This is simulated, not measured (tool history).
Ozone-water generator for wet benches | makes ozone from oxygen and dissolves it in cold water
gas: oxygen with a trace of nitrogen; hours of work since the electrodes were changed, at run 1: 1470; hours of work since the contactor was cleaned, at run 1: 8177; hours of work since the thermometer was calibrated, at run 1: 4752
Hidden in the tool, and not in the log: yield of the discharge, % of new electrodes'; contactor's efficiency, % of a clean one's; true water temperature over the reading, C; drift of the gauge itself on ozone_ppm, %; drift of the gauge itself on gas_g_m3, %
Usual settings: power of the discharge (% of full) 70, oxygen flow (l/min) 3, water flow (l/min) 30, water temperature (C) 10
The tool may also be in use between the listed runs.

| run | hour | power of the discharge (% of full) | oxygen flow (l/min) | water flow (l/min) | water temperature (C) | hours of work since the electrodes were changed | hours of work since the contactor was cleaned | hours of work since the thermometer was calibrated | dissolved ozone (ppm) | ozone in the gas ahead of the water (g/m3) |
|---|---|---|---|---|---|---|---|---|---|---|
| 1 | 0 | 70 | 3 | 30 | 10 | 1470 | 8177 | 4752 | 11.6 | 226.2 |
| 2 | 85.4 | 70 | 3 | 30 | 10 | 1525 | 8232 | 4806 | 11.4 | 226.4 |
| 3 | 161.4 | 70 | 3 | 30 | 10 | 1574 | 8280 | 4855 | 11.6 | 227.8 |
|  | 232.2 | contactor cleaned |
| 4 | 232.2 | 70 | 3 | 30 | 10 | 1617 | 0 | 4898 | 11.7 | 226.7 |
| 5 | 314.4 | 70 | 3 | 30 | 9 | 1670 | 53 | 4951 | 11.7 | 229.1 |
| 6 | 367.6 | 70 | 3 | 30 | 9 | 1704 | 87 | 4985 | 11.6 | 231.8 |
| 7 | 435.4 | 70 | 5.27 | 30 | 10 | 1748 | 131 | 5029 | 13.7 | 178.4 |
| 8 | 523.9 | 49 | 3 | 30 | 10 | 1805 | 188 | 5086 | 9.1 | 181 |
| 9 | 579.2 | 70 | 3 | 19 | 10 | 1840 | 223 | 5122 | 18.3 | 229.4 |
| 10 | 669.6 | 70 | 1.88 | 19 | 10 | 1898 | 281 | 5180 | 15.8 | 283.4 |
| 11 | 708 | 70 | 3 | 30 | 10 | 1923 | 306 | 5204 | 11.7 | 232.5 |
| 12 | 767.2 | 70 | 3 | 30 | 15 | 1961 | 344 | 5242 | 11.2 | 232.4 |
| 13 | 845.4 | 70 | 3 | 30 | 10 | 2011 | 394 | 5293 | 11.6 | 232.7 |
|  | 867.6 | gauge calibrated |
| 14 | 887 | 70 | 3 | 30 | 10 | 2038 | 421 | 5320 | 11.6 | 226.3 |
| 15 | 968.4 | 62 | 3 | 30 | 10 | 2091 | 474 | 5372 | 10.4 | 209.3 |
| 16 | 1013.1 | 62 | 3 | 30 | 9 | 2119 | 502 | 5401 | 10.7 | 208.5 |
| 17 | 1087.5 | 70 | 2.36 | 22 | 5 | 2167 | 550 | 5449 | 15.3 | 256.5 |
| 18 | 1181.3 | 73 | 3 | 30 | 10 | 2228 | 611 | 5509 | 11.7 | 235.3 |
| 19 | 1230.9 | 70 | 1.86 | 30 | 16 | 2260 | 642 | 5541 | 9.1 | 282.5 |
| 20 | 1321.2 | 42 | 3 | 33 | 11 | 2318 | 701 | 5599 | 7.5 | 162 |
| 21 | 1377.9 | 70 | 3 | 28 | 7 | 2354 | 737 | 5635 | 12.8 | 230.8 |
| 22 | 1436.9 | 70 | 3 | 28 | 7 | 2392 | 775 | 5673 | 12.8 | 229.2 |
| 23 | 1489.4 | 51 | 1.56 | 30 | 11 | 2426 | 809 | 5707 | 7.1 | 249.3 |
| 24 | 1581 | 73 | 3 | 30 | 10 | 2485 | 868 | 5766 | 11.7 | 237.8 |
| 25 | 1665.3 | 73 | 3 | 30 | 10 | 2539 | 922 | 5820 | 11.9 | 240.3 |
| 26 | 1704 | 73 | 4.33 | 30 | 14 | 2564 | 947 | 5845 | 13 | 203.3 |
|  | 1738.3 | water thermometer calibrated |
| 27 | 1747.7 | 73 | 4.33 | 30 | 14 | 2592 | 975 | 6 | 12.8 | 203.7 |
| 28 | 1804.6 | 53 | 3 | 30 | 13 | 2628 | 1011 | 43 | 9.5 | 194.4 |
| 29 | 1862.8 | 53 | 3 | 30 | 13 | 2666 | 1049 | 80 | 9.6 | 193.4 |
| 30 | 1913.9 | 45 | 3.21 | 30 | 10 | 2699 | 1082 | 113 | 8.9 | 168.5 |
| 31 | 2000.1 | 91 | 3.13 | 27 | 7 | 2754 | 1137 | 168 | 16.1 | 275.2 |

Hidden state or all else? Some run-to-run changes of ozone in the gas ahead of the water (g/m3), split into what the settings, what came in and random variation would give without the hidden state, and what is left for the hidden state (with any gauge scatter that isn't in both results):
Run 9 -> 10: oxygen flow (l/min) 3 -> 1.88. ozone in the gas ahead of the water (g/m3) +54: hidden state +1.8, all else +52.2.
Run 13 -> 14: gauge calibrated. ozone in the gas ahead of the water (g/m3) -6.4: hidden state -6.2, all else -0.2.
Run 19 -> 20: power of the discharge (% of full) 70 -> 42, oxygen flow (l/min) 1.86 -> 3, water flow (l/min) 30 -> 33, water temperature (C) 16 -> 11. ozone in the gas ahead of the water (g/m3) -120.5: hidden state -0.9, all else -119.6.
Run 20 -> 21: power of the discharge (% of full) 42 -> 70, water flow (l/min) 33 -> 28, water temperature (C) 11 -> 7. ozone in the gas ahead of the water (g/m3) +68.8: hidden state +1.4, all else +67.4.
Run 30 -> 31: power of the discharge (% of full) 45 -> 91, oxygen flow (l/min) 3.21 -> 3.13, water flow (l/min) 30 -> 27, water temperature (C) 10 -> 7. ozone in the gas ahead of the water (g/m3) +106.7: hidden state +4.2, all else +102.5.
